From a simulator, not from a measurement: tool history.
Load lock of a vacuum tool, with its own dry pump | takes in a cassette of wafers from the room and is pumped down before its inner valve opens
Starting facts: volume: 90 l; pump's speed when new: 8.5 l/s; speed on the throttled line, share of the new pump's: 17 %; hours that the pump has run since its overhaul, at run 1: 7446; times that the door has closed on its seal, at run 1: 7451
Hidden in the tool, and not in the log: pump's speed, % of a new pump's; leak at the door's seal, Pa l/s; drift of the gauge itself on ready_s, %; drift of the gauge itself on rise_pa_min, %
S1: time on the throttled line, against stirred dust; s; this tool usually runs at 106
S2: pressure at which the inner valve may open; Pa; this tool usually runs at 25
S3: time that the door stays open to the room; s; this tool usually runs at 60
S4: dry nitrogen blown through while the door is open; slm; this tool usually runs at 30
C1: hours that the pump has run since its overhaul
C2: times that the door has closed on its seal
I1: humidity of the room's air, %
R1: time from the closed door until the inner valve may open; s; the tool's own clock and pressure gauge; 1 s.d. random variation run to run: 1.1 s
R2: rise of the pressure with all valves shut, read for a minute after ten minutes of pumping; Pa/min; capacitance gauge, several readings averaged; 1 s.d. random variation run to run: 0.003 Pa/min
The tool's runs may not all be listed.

run	hour	S1	S2	S3	S4	C1	C2	I1	R1	R2
1	0	106	25	60	30	7446	7451	45.2	174.7	0.016
2	283.5	62	25	60	30	7729	8833	47	139.3	0.014
3	440.4	62	25	60	30	7886	9598	44.1	139.8	0.013
4	573.2	93	25	60	30	8019	10245	45.2	164.1	0.011
5	786	93	25	60	30	8232	11283	42.3	165.1	0.015
6	974.9	106	25	60	23	8421	12204	46.2	176	0.018
7	1102.9	106	25	122	30	8549	12827	46.5	175.2	0.018
8	1401.8	106	25	122	30	8847	14285	44	174.9	0.021
9	1709.6	106	25	60	30	9155	15785	49.6	176.9	0.017
10	1885.6	106	25	60	30	9331	16643	46.4	175.7	0.015
# hour 2048.7: dry pump taken out, an overhauled one fitted
11	2143.3	106	25	60	30	95	17870	47	177.8	0.015
12	2356.8	106	25	37	30	308	18911	43	174.3	0.018
13	2518.9	106	25	32	30	470	19701	50.5	176.6	0.015
14	2694.3	106	25	32	30	646	20556	41.4	177.8	0.009
15	2902.7	106	25	32	30	854	21572	45.4	175.8	0.014
16	3105.1	106	25	32	30	1056	22559	43.5	174.9	0.011
17	3243.6	106	25	32	30	1195	23234	47.1	177	0.013
18	3479.9	106	25	201	30	1431	24386	42.4	176.3	0.02
19	3622.5	106	25	201	30	1574	25081	45.3	175.6	0.028
20	3773	106	25	68	16	1724	25814	43.6	177	0.015
21	4042.5	69	25	60	30	1994	27128	45.1	144.1	0.016
22	4201.2	106	19	60	34	2153	27902	41.9	180.5	0.013
23	4343.9	118	24	57	5	2295	28597	41.2	187.2	0.024
24	4545	152	25	60	30	2496	29578	44.2	214.3	0.02
25	4841.4	152	25	60	30	2793	31023	42.8	215.5	0.011
26	5139	106	25	60	19	3090	32473	44	175.1	0.023
27	5414.6	106	21	124	43	3366	33817	46.2	177.5	0.015
28	5651.7	106	21	124	43	3603	34973	42.7	177.8	0.014
29	5854.7	106	42	60	4	3806	35962	48	171.7	0.033
30	6039	106	27	60	25	3990	36861	49.2	175.9	0.022
31	6300.1	107	50	184	9	4251	38133	44.3	170.1	0.031
32	6548.4	106	25	60	25	4500	39344	46.3	175.2	0.025
33	6757	174	25	160	30	4708	40361	49.1	233.5	0.027
34	7055.1	83	47	30	31	5006	41814	44.8	150.5	0.016
35	7326.9	106	25	75	12	5278	43139	46.4	172.9	0.022
36	7491.4	106	25	54	12	5443	43941	42.2	176.1	0.021
37	7742.7	106	31	54	12	5694	45166	45.5	174.3	0.022

What if the next run were any one of these 4? Each begins from the tool's condition after run 37:
A	8039.4	62	20	54	22	5991	46612	43.1	?	?
B	8039.4	106	31	83	12	5991	46612	46.9	?	?
C	8039.4	150	25	60	5	5991	46612	44.5	?	?
D	8039.4	146	25	60	30	5991	46612	43.5	?	?

run	R1	R2
A	142	0.021
B	173.4	0.02
C	213	0.023
D	209.1	0.017
Without the tool's unlogged condition, the same runs would have read:
run	R1	R2
A	142	0.02
B	173.4	0.019
C	213	0.023
D	209	0.016
